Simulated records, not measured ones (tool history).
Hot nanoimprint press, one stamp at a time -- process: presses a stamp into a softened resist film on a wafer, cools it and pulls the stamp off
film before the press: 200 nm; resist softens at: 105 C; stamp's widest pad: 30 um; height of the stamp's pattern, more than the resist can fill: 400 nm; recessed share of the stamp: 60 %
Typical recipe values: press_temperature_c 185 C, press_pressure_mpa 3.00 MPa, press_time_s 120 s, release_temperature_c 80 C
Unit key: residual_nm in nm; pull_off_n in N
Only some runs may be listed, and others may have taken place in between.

{"run": 1, "day": 0.0, "press_temperature_c": 185, "press_pressure_mpa": 3.0, "press_time_s": 120, "release_temperature_c": 80, "residual_nm": 82.0, "pull_off_n": 159}
{"run": 2, "day": 2.312, "press_temperature_c": 185, "press_pressure_mpa": 3.0, "press_time_s": 120, "release_temperature_c": 80, "residual_nm": 81.3, "pull_off_n": 175}
{"run": 3, "day": 5.329, "press_temperature_c": 185, "press_pressure_mpa": 3.0, "press_time_s": 120, "release_temperature_c": 80, "residual_nm": 82.4, "pull_off_n": 199}
{"run": 4, "day": 8.371, "press_temperature_c": 185, "press_pressure_mpa": 3.0, "press_time_s": 120, "release_temperature_c": 80, "residual_nm": 81.0, "pull_off_n": 221}
{"run": 5, "day": 11.546, "press_temperature_c": 185, "press_pressure_mpa": 3.0, "press_time_s": 120, "release_temperature_c": 80, "residual_nm": 82.0, "pull_off_n": 239}
{"run": 6, "day": 13.696, "press_temperature_c": 185, "press_pressure_mpa": 3.0, "press_time_s": 60, "release_temperature_c": 80, "residual_nm": 101.9, "pull_off_n": 253}
{"run": 7, "day": 16.358, "press_temperature_c": 185, "press_pressure_mpa": 3.0, "press_time_s": 60, "release_temperature_c": 80, "residual_nm": 101.1, "pull_off_n": 278}
{"run": 8, "day": 18.604, "press_temperature_c": 185, "press_pressure_mpa": 3.3, "press_time_s": 60, "release_temperature_c": 80, "residual_nm": 95.5, "pull_off_n": 292}
{"day": 19.554, "done": "plate thermocouple calibrated"}
{"day": 20.642, "done": "stamp cleaned and given a new release coat"}
{"run": 9, "day": 21.954, "press_temperature_c": 185, "press_pressure_mpa": 3.3, "press_time_s": 60, "release_temperature_c": 80, "residual_nm": 98.1, "pull_off_n": 154}
{"run": 10, "day": 25.054, "press_temperature_c": 185, "press_pressure_mpa": 3.3, "press_time_s": 60, "release_temperature_c": 80, "residual_nm": 98.5, "pull_off_n": 168}
{"run": 11, "day": 26.625, "press_temperature_c": 185, "press_pressure_mpa": 3.0, "press_time_s": 120, "release_temperature_c": 80, "residual_nm": 83.1, "pull_off_n": 189}
{"day": 27.788, "done": "press's hydraulic seals changed and the load cell set to zero"}
{"run": 12, "day": 29.158, "press_temperature_c": 185, "press_pressure_mpa": 3.0, "press_time_s": 120, "release_temperature_c": 80, "residual_nm": 80.5, "pull_off_n": 184}
{"run": 13, "day": 32.754, "press_temperature_c": 185, "press_pressure_mpa": 3.0, "press_time_s": 120, "release_temperature_c": 80, "residual_nm": 80.0, "pull_off_n": 218}
{"run": 14, "day": 36.417, "press_temperature_c": 185, "press_pressure_mpa": 3.0, "press_time_s": 120, "release_temperature_c": 80, "residual_nm": 79.3, "pull_off_n": 248}
{"run": 15, "day": 38.433, "press_temperature_c": 185, "press_pressure_mpa": 3.0, "press_time_s": 120, "release_temperature_c": 80, "residual_nm": 80.1, "pull_off_n": 258}
{"run": 16, "day": 39.988, "press_temperature_c": 185, "press_pressure_mpa": 3.97, "press_time_s": 120, "release_temperature_c": 75, "residual_nm": 68.7, "pull_off_n": 279}
{"day": 42.508, "done": "plate thermocouple calibrated"}
{"run": 17, "day": 42.508, "press_temperature_c": 185, "press_pressure_mpa": 3.0, "press_time_s": 211, "release_temperature_c": 66, "residual_nm": 67.8, "pull_off_n": 313}
{"day": 44.458, "done": "stamp cleaned and given a new release coat"}
{"run": 18, "day": 45.917, "press_temperature_c": 174, "press_pressure_mpa": 3.76, "press_time_s": 143, "release_temperature_c": 81, "residual_nm": 90.3, "pull_off_n": 148}
{"run": 19, "day": 48.962, "press_temperature_c": 177, "press_pressure_mpa": 3.0, "press_time_s": 151, "release_temperature_c": 71, "residual_nm": 92.8, "pull_off_n": 189}
{"run": 20, "day": 51.3, "press_temperature_c": 193, "press_pressure_mpa": 1.98, "press_time_s": 109, "release_temperature_c": 71, "residual_nm": 89.1, "pull_off_n": 201}
{"run": 21, "day": 53.346, "press_temperature_c": 180, "press_pressure_mpa": 2.43, "press_time_s": 120, "release_temperature_c": 80, "residual_nm": 102.9, "pull_off_n": 208}
{"run": 22, "day": 55.046, "press_temperature_c": 181, "press_pressure_mpa": 2.43, "press_time_s": 60, "release_temperature_c": 74, "residual_nm": 123.4, "pull_off_n": 223}
{"run": 23, "day": 58.542, "press_temperature_c": 185, "press_pressure_mpa": 3.0, "press_time_s": 120, "release_temperature_c": 76, "residual_nm": 81.1, "pull_off_n": 243}
{"run": 24, "day": 60.267, "press_temperature_c": 187, "press_pressure_mpa": 3.36, "press_time_s": 190, "release_temperature_c": 84, "residual_nm": 60.7, "pull_off_n": 245}
{"run": 25, "day": 62.2, "press_temperature_c": 197, "press_pressure_mpa": 2.32, "press_time_s": 67, "release_temperature_c": 82, "residual_nm": 87.8, "pull_off_n": 262}
{"run": 26, "day": 64.342, "press_temperature_c": 191, "press_pressure_mpa": 3.0, "press_time_s": 85, "release_temperature_c": 80, "residual_nm": 78.8, "pull_off_n": 270}
{"day": 65.321, "done": "plate thermocouple calibrated"}
{"run": 27, "day": 66.346, "press_temperature_c": 193, "press_pressure_mpa": 3.0, "press_time_s": 120, "release_temperature_c": 80, "residual_nm": 68.3, "pull_off_n": 301}
{"day": 68.083, "done": "stamp cleaned and given a new release coat"}
{"day": 69.862, "done": "press's hydraulic seals changed and the load cell set to zero"}
{"run": 28, "day": 70.062, "press_temperature_c": 185, "press_pressure_mpa": 3.0, "press_time_s": 223, "release_temperature_c": 86, "residual_nm": 65.1, "pull_off_n": 147}
{"run": 29, "day": 72.179, "press_temperature_c": 195, "press_pressure_mpa": 3.0, "press_time_s": 95, "release_temperature_c": 80, "residual_nm": 68.7, "pull_off_n": 167}

Each row is a separate what-if for the run after 29, all from the same tool condition, not one after another. Results?
{"run": "A", "day": 73.962, "press_temperature_c": 195, "press_pressure_mpa": 3.0, "press_time_s": 95, "release_temperature_c": 83, "residual_nm": "?", "pull_off_n": "?"}
{"run": "B", "day": 73.962, "press_temperature_c": 185, "press_pressure_mpa": 3.62, "press_time_s": 67, "release_temperature_c": 73, "residual_nm": "?", "pull_off_n": "?"}
{"run": "C", "day": 73.962, "press_temperature_c": 195, "press_pressure_mpa": 3.09, "press_time_s": 95, "release_temperature_c": 79, "residual_nm": "?", "pull_off_n": "?"}
{"run": "D", "day": 73.962, "press_temperature_c": 192, "press_pressure_mpa": 3.0, "press_time_s": 115, "release_temperature_c": 66, "residual_nm": "?", "pull_off_n": "?"}
{"run": "E", "day": 73.962, "press_temperature_c": 185, "press_pressure_mpa": 3.77, "press_time_s": 120, "release_temperature_c": 74, "residual_nm": "?", "pull_off_n": "?"}

run=A residual_nm=69.8 pull_off_n=177
run=B residual_nm=88.7 pull_off_n=182
run=C residual_nm=68.6 pull_off_n=182
run=D residual_nm=69.9 pull_off_n=198
run=E residual_nm=70.4 pull_off_n=186
The same runs, with their run-to-run variation unchanged, on a tool lacking any hidden condition would have given:
run=A residual_nm=70.6 pull_off_n=143
run=B residual_nm=89.8 pull_off_n=148
run=C residual_nm=69.4 pull_off_n=148
run=D residual_nm=70.7 pull_off_n=161
run=E residual_nm=71.4 pull_off_n=151
